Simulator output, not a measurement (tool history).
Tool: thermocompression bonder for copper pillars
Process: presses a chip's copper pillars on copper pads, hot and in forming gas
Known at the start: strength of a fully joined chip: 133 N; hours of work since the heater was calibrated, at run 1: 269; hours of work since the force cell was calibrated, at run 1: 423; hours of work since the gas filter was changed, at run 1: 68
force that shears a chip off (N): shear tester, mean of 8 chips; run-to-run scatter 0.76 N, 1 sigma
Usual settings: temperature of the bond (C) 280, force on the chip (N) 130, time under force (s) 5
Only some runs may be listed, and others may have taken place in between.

run    hour  temperature of the bond (C)  force on the chip (N)  time under force (s)  hours of work since the heater was calibrated  hours of work since the force cell was calibrated  hours of work since the gas filter was changed  force that shears a chip off (N)
  1     0.0                          280                    130                     5                                            269                                                423                                              68                              90.6
  2    70.4                          280                     82                     5                                            300                                                454                                              99                              70.0
      157.3  -- forming gas filter changed
  3   161.0                          280                    115                     5                                            339                                                493                                               2                              87.0
  4   211.5                          280                    115                     5                                            361                                                516                                              24                              85.0
  5   283.4                          280                    115                     5                                            393                                                547                                              56                              84.5
  6   329.8                          280                    115                     5                                            414                                                568                                              76                              85.9
  7   405.0                          280                    115                     5                                            447                                                601                                             109                              86.3
      469.4  -- forming gas filter changed
  8   481.2                          280                    115                     5                                            480                                                634                                               5                              85.4
  9   520.5                          293                    130                     5                                            497                                                651                                              23                              97.8
 10   559.0                          293                    130                     5                                            514                                                668                                              39                             100.4
 11   632.6                          293                    130                     6                                            547                                                701                                              72                             102.3
 12   710.0                          293                    130                     6                                            581                                                735                                             106                             103.0
 13   766.5                          293                    130                     6                                            606                                                760                                             131                             103.0
      780.4  -- forming gas filter changed
 14   823.2                          293                    130                     6                                            630                                                785                                              19                             102.8
 15   867.8                          293                    130                     6                                            650                                                804                                              38                             102.6
 16   913.0                          293                    130                     6                                            670                                                824                                              58                             102.0
 17   952.2                          295                    130                     5                                            687                                                841                                              76                             101.0
 18  1030.0                          295                    130                     5                                            721                                                876                                             110                             100.9
     1092.5  -- forming gas filter changed
 19  1099.5                          295                    130                     5                                            752                                                906                                               3                             100.0
 20  1159.8                          295                    130                     5                                            778                                                933                                              30                              99.7
 21  1202.8                          267                     96                     3                                            797                                                951                                              49                              57.5
 22  1241.6                          251                    167                     6                                            814                                                968                                              66                              91.1
 23  1322.2                          251                    140                     6                                            850                                               1004                                             101                              82.9
     1402.4  -- forming gas filter changed
 24  1406.9                          301                     84                    11                                            887                                               1041                                               2                             101.0
 25  1448.2                          280                    117                    14                                            905                                               1059                                              20                             110.1
 26  1501.4                          301                     83                     5                                            928                                               1083                                              44                              81.3
 27  1586.3                          301                     83                     5                                            966                                               1120                                              81                              81.5
 28  1653.1                          301                     83                     5                                            995                                               1149                                             110                              80.4
 29  1704.5                          251                    102                     5                                           1018                                               1172                                             133                              63.3
     1708.9  -- forming gas filter changed
 30  1795.5                          280                    180                     6                                           1058                                               1212                                              38                             109.1
 31  1857.2                          304                    141                     8                                           1085                                               1239                                              65                             116.1
 32  1905.8                          308                    102                     8                                           1106                                               1260                                              87                             105.0
 33  1967.6                          290                     80                     8                                           1133                                               1288                                             114                              84.8
     2010.9  -- heater calibrated with a thermocouple chip
     2017.8  -- forming gas filter changed
 34  2025.6                          280                     94                     3                                              6                                               1312                                               3                              65.4
 35  2095.7                          280                     94                     3                                             37                                               1343                                              34                              64.0
 36  2173.4                          280                     94                     3                                             71                                               1377                                              69                              63.2
 37  2264.1                          280                    130                     8                                            111                                               1417                                             108                             102.8
 38  2301.3                          300                    130                     8                                            128                                               1434                                             125                             112.3
     2327.1  -- forming gas filter changed
 39  2346.9                          269                    161                     7                                            147                                               1453                                               9                             105.6
 40  2432.0                          269                    161                     7                                            185                                               1491                                              46                             104.8

What if the next run were any one of these 3? Each begins from the tool's condition after run 40:
  A  2496.5                          280                    130                     7                                            213                                               1519                                              75                                 ?
  B  2496.5                          267                    158                     4                                            213                                               1519                                              75                                 ?
  C  2496.5                          265                    115                     5                                            213                                               1519                                              75                                 ?

run  force that shears a chip off (N)
  A                              99.9
  B                              88.0
  C                              75.5
Without the tool's unlogged condition, the same runs would have read:
run  force that shears a chip off (N)
  A                             100.0
  B                              88.0
  C                              75.5

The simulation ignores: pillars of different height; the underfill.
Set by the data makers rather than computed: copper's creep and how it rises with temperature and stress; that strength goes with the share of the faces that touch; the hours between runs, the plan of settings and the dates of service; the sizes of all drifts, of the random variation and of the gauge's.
